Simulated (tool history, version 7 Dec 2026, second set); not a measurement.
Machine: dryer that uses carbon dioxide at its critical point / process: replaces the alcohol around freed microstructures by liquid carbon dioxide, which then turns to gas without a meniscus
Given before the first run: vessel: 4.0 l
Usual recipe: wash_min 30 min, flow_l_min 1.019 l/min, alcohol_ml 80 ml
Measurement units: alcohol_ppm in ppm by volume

{"run": 1, "day": 0.0, "wash_min": 30, "flow_l_min": 1.019, "alcohol_ml": 80, "alcohol_ppm": 82}
{"run": 2, "day": 0.983, "wash_min": 30, "flow_l_min": 1.019, "alcohol_ml": 80, "alcohol_ppm": 87}
{"run": 3, "day": 1.492, "wash_min": 30, "flow_l_min": 1.019, "alcohol_ml": 80, "alcohol_ppm": 84}
{"run": 4, "day": 2.379, "wash_min": 30, "flow_l_min": 1.019, "alcohol_ml": 80, "alcohol_ppm": 78}
{"run": 5, "day": 3.083, "wash_min": 30, "flow_l_min": 1.019, "alcohol_ml": 80, "alcohol_ppm": 82}
{"run": 6, "day": 4.071, "wash_min": 30, "flow_l_min": 1.019, "alcohol_ml": 70, "alcohol_ppm": 84}
{"run": 7, "day": 4.6, "wash_min": 30, "flow_l_min": 1.019, "alcohol_ml": 70, "alcohol_ppm": 78}
{"run": 8, "day": 5.15, "wash_min": 25, "flow_l_min": 1.019, "alcohol_ml": 70, "alcohol_ppm": 160}
{"run": 9, "day": 5.617, "wash_min": 25, "flow_l_min": 1.019, "alcohol_ml": 70, "alcohol_ppm": 160}
{"run": 10, "day": 6.012, "wash_min": 30, "flow_l_min": 0.77, "alcohol_ml": 80, "alcohol_ppm": 276}
{"run": 11, "day": 6.662, "wash_min": 34, "flow_l_min": 1.019, "alcohol_ml": 80, "alcohol_ppm": 58}
{"run": 12, "day": 7.338, "wash_min": 30, "flow_l_min": 1.019, "alcohol_ml": 106, "alcohol_ppm": 105}
{"run": 13, "day": 7.908, "wash_min": 30, "flow_l_min": 1.019, "alcohol_ml": 106, "alcohol_ppm": 102}
{"run": 14, "day": 8.592, "wash_min": 30, "flow_l_min": 1.019, "alcohol_ml": 106, "alcohol_ppm": 112}
{"run": 15, "day": 9.167, "wash_min": 47, "flow_l_min": 1.019, "alcohol_ml": 24, "alcohol_ppm": 31}
{"run": 16, "day": 9.9, "wash_min": 47, "flow_l_min": 1.019, "alcohol_ml": 24, "alcohol_ppm": 36}
{"run": 17, "day": 10.612, "wash_min": 47, "flow_l_min": 1.019, "alcohol_ml": 24, "alcohol_ppm": 35}
{"run": 18, "day": 11.075, "wash_min": 44, "flow_l_min": 1.019, "alcohol_ml": 90, "alcohol_ppm": 48}
{"run": 19, "day": 11.858, "wash_min": 30, "flow_l_min": 1.019, "alcohol_ml": 54, "alcohol_ppm": 85}
{"run": 20, "day": 12.692, "wash_min": 37, "flow_l_min": 1.05, "alcohol_ml": 70, "alcohol_ppm": 45}
{"run": 21, "day": 13.367, "wash_min": 43, "flow_l_min": 1.2, "alcohol_ml": 30, "alcohol_ppm": 35}
{"run": 22, "day": 14.104, "wash_min": 23, "flow_l_min": 1.2, "alcohol_ml": 28, "alcohol_ppm": 72}
{"run": 23, "day": 14.608, "wash_min": 30, "flow_l_min": 1.019, "alcohol_ml": 110, "alcohol_ppm": 129}
{"run": 24, "day": 15.058, "wash_min": 22, "flow_l_min": 0.84, "alcohol_ml": 71, "alcohol_ppm": 593}

Each row is a separate what-if for the run after 24, all from the same tool condition, not one after another. Results?
{"run": "A", "day": 15.542, "wash_min": 26, "flow_l_min": 0.84, "alcohol_ml": 28, "alcohol_ppm": "?"}
{"run": "B", "day": 15.542, "wash_min": 30, "flow_l_min": 0.82, "alcohol_ml": 26, "alcohol_ppm": "?"}
{"run": "C", "day": 15.542, "wash_min": 25, "flow_l_min": 0.84, "alcohol_ml": 71, "alcohol_ppm": "?"}
{"run": "D", "day": 15.542, "wash_min": 30, "flow_l_min": 0.65, "alcohol_ml": 80, "alcohol_ppm": "?"}

run=A alcohol_ppm=148
run=B alcohol_ppm=101
run=C alcohol_ppm=378
run=D alcohol_ppm=552
Stripped of hidden state, with their random variation kept, the same runs would have yielded:
run=A alcohol_ppm=86
run=B alcohol_ppm=49
run=C alcohol_ppm=259
run=D alcohol_ppm=398
